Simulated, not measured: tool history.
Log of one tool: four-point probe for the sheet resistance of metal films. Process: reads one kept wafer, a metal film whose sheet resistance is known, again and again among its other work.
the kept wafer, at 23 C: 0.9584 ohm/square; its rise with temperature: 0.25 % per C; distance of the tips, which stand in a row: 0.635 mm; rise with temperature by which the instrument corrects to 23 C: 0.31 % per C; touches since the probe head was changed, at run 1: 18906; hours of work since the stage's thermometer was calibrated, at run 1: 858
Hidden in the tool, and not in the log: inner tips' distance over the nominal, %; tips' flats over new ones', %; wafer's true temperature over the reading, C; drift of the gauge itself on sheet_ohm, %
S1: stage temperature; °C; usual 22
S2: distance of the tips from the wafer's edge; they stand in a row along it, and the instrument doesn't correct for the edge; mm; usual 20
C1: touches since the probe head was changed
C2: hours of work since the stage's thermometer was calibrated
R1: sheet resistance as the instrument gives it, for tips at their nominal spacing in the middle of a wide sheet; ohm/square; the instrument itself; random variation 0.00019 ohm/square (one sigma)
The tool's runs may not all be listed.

run	hour	S1	S2	C1	C2	R1
1	0.0	22	20	18906	858	0.962641
2	43.7	22	20	19786	877	0.962829
3	125.8	22	20	21440	913	0.962979
4	190.5	22	20	22743	942	0.963293
5	270.5	22	20	24355	977	0.963017
6	328.4	22	20	25522	1003	0.963426
7	409.3	22	20	27152	1038	0.963950
8	498.5	22	20	28948	1078	0.963955
9	602.8	21	20	31048	1124	0.964786
10	659.1	22	20	32182	1148	0.964642
11	702.6	22	20	33059	1168	0.964827
12	761.0	22	20	34235	1193	0.964944
13	853.6	22	20	36100	1234	0.964825
14	955.6	22	20	38155	1279	0.965526
15	1039.3	22	20	39842	1316	0.965853
16	1142.2	22	20	41914	1362	0.965722
17	1246.2	22	20	44010	1407	0.966568
18	1335.8	22	20	45815	1447	0.966538
# hour 1345.4: stage's thermometer calibrated
19	1412.2	23	20	47343	29	0.966617
20	1485.6	23	20	48822	62	0.966778
21	1551.3	23	20	50145	91	0.966718
22	1613.7	23	20	51403	118	0.966898
# hour 1639.9: stage's thermometer calibrated, once more
23	1705.9	22	20	53250	29	0.966989
24	1796.1	31	5	55067	69	0.970176
25	1899.1	34	20	57141	114	0.960856
26	1957.3	22	20	58313	140	0.967601
27	2005.5	22	20	59284	161	0.967939
28	2079.0	26	53	60766	194	0.965639
29	2133.7	26	53	61866	218	0.965334
30	2216.4	18	24	63532	254	0.969938
31	2293.2	25	20	65080	288	0.966987
32	2367.0	21	20	66567	321	0.969256
33	2419.6	21	20	67626	344	0.969392
34	2498.5	22	38	69215	379	0.969000
35	2591.3	18	8	71085	420	0.974588
36	2657.7	32	45	72423	449	0.963869
37	2720.3	32	45	73683	477	0.964347
38	2815.7	32	45	75604	519	0.964136
39	2890.5	32	45	77113	552	0.964465
40	2990.7	32	45	79131	596	0.965175
41	3043.8	32	45	80201	619	0.965167
42	3099.0	32	45	81312	644	0.965067
43	3205.7	32	45	83462	691	0.965793
44	3266.1	20	4	84677	717	0.984825
45	3320.5	31	3	85773	741	0.988995

Forecast each of these 4 alternatives for the next run:
A	3415.8	21	3	87693	783	?
B	3415.8	24	44	87693	783	?
C	3415.8	24	5	87693	783	?
D	3415.8	20	20	87693	783	?

run	R1
A	0.994829
B	0.970561
C	0.978860
D	0.972745
Without the tool's hidden state the same runs would have given:
run	R1
A	0.982120
B	0.958142
C	0.966343
D	0.960294
